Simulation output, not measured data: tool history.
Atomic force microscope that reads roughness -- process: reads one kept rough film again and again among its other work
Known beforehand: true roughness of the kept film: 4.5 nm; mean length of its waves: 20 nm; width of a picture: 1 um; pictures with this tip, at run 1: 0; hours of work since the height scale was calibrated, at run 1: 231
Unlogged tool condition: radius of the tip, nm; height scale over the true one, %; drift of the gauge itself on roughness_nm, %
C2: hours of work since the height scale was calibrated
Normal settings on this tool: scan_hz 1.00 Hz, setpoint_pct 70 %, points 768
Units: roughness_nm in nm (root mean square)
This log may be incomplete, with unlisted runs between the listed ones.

{"run": 1, "hour": 0.0, "scan_hz": 1.0, "setpoint_pct": 70, "points": 768, "pictures with this tip": 0, "C2": 231, "roughness_nm": 2.916}
{"run": 2, "hour": 13.6, "scan_hz": 1.0, "setpoint_pct": 70, "points": 768, "pictures with this tip": 12, "C2": 238, "roughness_nm": 2.788}
{"run": 3, "hour": 31.4, "scan_hz": 1.0, "setpoint_pct": 57, "points": 768, "pictures with this tip": 29, "C2": 247, "roughness_nm": 2.732}
{"run": 4, "hour": 44.9, "scan_hz": 1.0, "setpoint_pct": 70, "points": 768, "pictures with this tip": 41, "C2": 254, "roughness_nm": 2.508}
{"run": 5, "hour": 58.5, "scan_hz": 1.0, "setpoint_pct": 70, "points": 768, "pictures with this tip": 54, "C2": 261, "roughness_nm": 2.46}
{"run": 6, "hour": 77.5, "scan_hz": 1.0, "setpoint_pct": 70, "points": 768, "pictures with this tip": 71, "C2": 270, "roughness_nm": 2.344}
{"run": 7, "hour": 92.4, "scan_hz": 1.0, "setpoint_pct": 62, "points": 768, "pictures with this tip": 85, "C2": 278, "roughness_nm": 2.265}
{"run": 8, "hour": 107.4, "scan_hz": 1.0, "setpoint_pct": 70, "points": 768, "pictures with this tip": 99, "C2": 286, "roughness_nm": 2.169}
{"hour": 116.1, "done": "new tip fitted"}
{"run": 9, "hour": 126.6, "scan_hz": 1.0, "setpoint_pct": 65, "points": 768, "pictures with this tip": 10, "C2": 295, "roughness_nm": 2.864}
{"run": 10, "hour": 141.9, "scan_hz": 1.0, "setpoint_pct": 70, "points": 942, "pictures with this tip": 24, "C2": 303, "roughness_nm": 2.68}
{"run": 11, "hour": 151.3, "scan_hz": 1.0, "setpoint_pct": 70, "points": 942, "pictures with this tip": 33, "C2": 308, "roughness_nm": 2.602}
{"run": 12, "hour": 165.4, "scan_hz": 1.0, "setpoint_pct": 70, "points": 942, "pictures with this tip": 46, "C2": 315, "roughness_nm": 2.539}
{"run": 13, "hour": 179.3, "scan_hz": 1.0, "setpoint_pct": 70, "points": 942, "pictures with this tip": 59, "C2": 322, "roughness_nm": 2.404}
{"run": 14, "hour": 192.9, "scan_hz": 1.0, "setpoint_pct": 70, "points": 942, "pictures with this tip": 71, "C2": 329, "roughness_nm": 2.337}
{"run": 15, "hour": 203.7, "scan_hz": 1.0, "setpoint_pct": 61, "points": 768, "pictures with this tip": 81, "C2": 334, "roughness_nm": 2.318}
{"run": 16, "hour": 212.8, "scan_hz": 1.0, "setpoint_pct": 70, "points": 510, "pictures with this tip": 90, "C2": 339, "roughness_nm": 2.21}
{"run": 17, "hour": 226.0, "scan_hz": 1.0, "setpoint_pct": 70, "points": 510, "pictures with this tip": 102, "C2": 346, "roughness_nm": 2.121}
{"hour": 231.7, "done": "new tip fitted"}
{"run": 18, "hour": 243.5, "scan_hz": 1.0, "setpoint_pct": 70, "points": 768, "pictures with this tip": 10, "C2": 354, "roughness_nm": 2.806}
{"run": 19, "hour": 263.4, "scan_hz": 1.0, "setpoint_pct": 70, "points": 325, "pictures with this tip": 29, "C2": 364, "roughness_nm": 2.606}
{"run": 20, "hour": 273.7, "scan_hz": 1.0, "setpoint_pct": 70, "points": 325, "pictures with this tip": 38, "C2": 370, "roughness_nm": 2.515}
{"run": 21, "hour": 286.3, "scan_hz": 1.0, "setpoint_pct": 70, "points": 325, "pictures with this tip": 50, "C2": 376, "roughness_nm": 2.426}
{"run": 22, "hour": 301.4, "scan_hz": 1.0, "setpoint_pct": 70, "points": 325, "pictures with this tip": 64, "C2": 384, "roughness_nm": 2.324}
{"run": 23, "hour": 311.0, "scan_hz": 1.0, "setpoint_pct": 70, "points": 325, "pictures with this tip": 73, "C2": 389, "roughness_nm": 2.244}
{"run": 24, "hour": 331.7, "scan_hz": 1.0, "setpoint_pct": 70, "points": 325, "pictures with this tip": 92, "C2": 399, "roughness_nm": 2.142}
{"run": 25, "hour": 340.7, "scan_hz": 0.69, "setpoint_pct": 81, "points": 370, "pictures with this tip": 100, "C2": 404, "roughness_nm": 2.076}
{"hour": 348.7, "done": "new tip fitted"}
{"run": 26, "hour": 350.5, "scan_hz": 0.69, "setpoint_pct": 81, "points": 370, "pictures with this tip": 2, "C2": 409, "roughness_nm": 2.833}
{"run": 27, "hour": 362.6, "scan_hz": 3.42, "setpoint_pct": 66, "points": 768, "pictures with this tip": 13, "C2": 415, "roughness_nm": 2.526}
{"run": 28, "hour": 378.8, "scan_hz": 1.0, "setpoint_pct": 67, "points": 768, "pictures with this tip": 28, "C2": 423, "roughness_nm": 2.7}
{"run": 29, "hour": 392.8, "scan_hz": 3.75, "setpoint_pct": 59, "points": 364, "pictures with this tip": 41, "C2": 430, "roughness_nm": 2.393}
{"run": 30, "hour": 413.5, "scan_hz": 0.67, "setpoint_pct": 82, "points": 302, "pictures with this tip": 60, "C2": 441, "roughness_nm": 2.327}
{"run": 31, "hour": 429.6, "scan_hz": 0.69, "setpoint_pct": 61, "points": 768, "pictures with this tip": 75, "C2": 449, "roughness_nm": 2.386}
{"run": 32, "hour": 449.8, "scan_hz": 1.0, "setpoint_pct": 81, "points": 994, "pictures with this tip": 93, "C2": 459, "roughness_nm": 2.102}
{"run": 33, "hour": 460.4, "scan_hz": 1.0, "setpoint_pct": 74, "points": 427, "pictures with this tip": 103, "C2": 465, "roughness_nm": 2.094}
{"hour": 465.6, "done": "new tip fitted"}
{"run": 34, "hour": 472.7, "scan_hz": 1.0, "setpoint_pct": 67, "points": 342, "pictures with this tip": 7, "C2": 471, "roughness_nm": 2.825}
{"run": 35, "hour": 485.0, "scan_hz": 1.0, "setpoint_pct": 67, "points": 342, "pictures with this tip": 18, "C2": 477, "roughness_nm": 2.713}
{"run": 36, "hour": 501.4, "scan_hz": 1.22, "setpoint_pct": 74, "points": 568, "pictures with this tip": 33, "C2": 485, "roughness_nm": 2.505}
{"run": 37, "hour": 512.7, "scan_hz": 1.0, "setpoint_pct": 70, "points": 325, "pictures with this tip": 44, "C2": 491, "roughness_nm": 2.461}
{"run": 38, "hour": 533.4, "scan_hz": 0.55, "setpoint_pct": 68, "points": 881, "pictures with this tip": 63, "C2": 502, "roughness_nm": 2.473}
{"run": 39, "hour": 549.5, "scan_hz": 0.86, "setpoint_pct": 70, "points": 600, "pictures with this tip": 78, "C2": 510, "roughness_nm": 2.294}

3 ways to go on from here, each from the tool as it stands after run 39. What would each give?
{"run": "A", "hour": 564.9, "scan_hz": 1.66, "setpoint_pct": 62, "points": 552, "pictures with this tip": 92, "C2": 518, "roughness_nm": "?"}
{"run": "B", "hour": 564.9, "scan_hz": 0.86, "setpoint_pct": 82, "points": 263, "pictures with this tip": 92, "C2": 518, "roughness_nm": "?"}
{"run": "C", "hour": 564.9, "scan_hz": 1.0, "setpoint_pct": 80, "points": 768, "pictures with this tip": 92, "C2": 518, "roughness_nm": "?"}

run=A roughness_nm=2.188
run=B roughness_nm=2.051
run=C roughness_nm=2.111
With no hidden state in the tool, these same runs would have given:
run=A roughness_nm=2.907
run=B roughness_nm=2.722
run=C roughness_nm=2.801
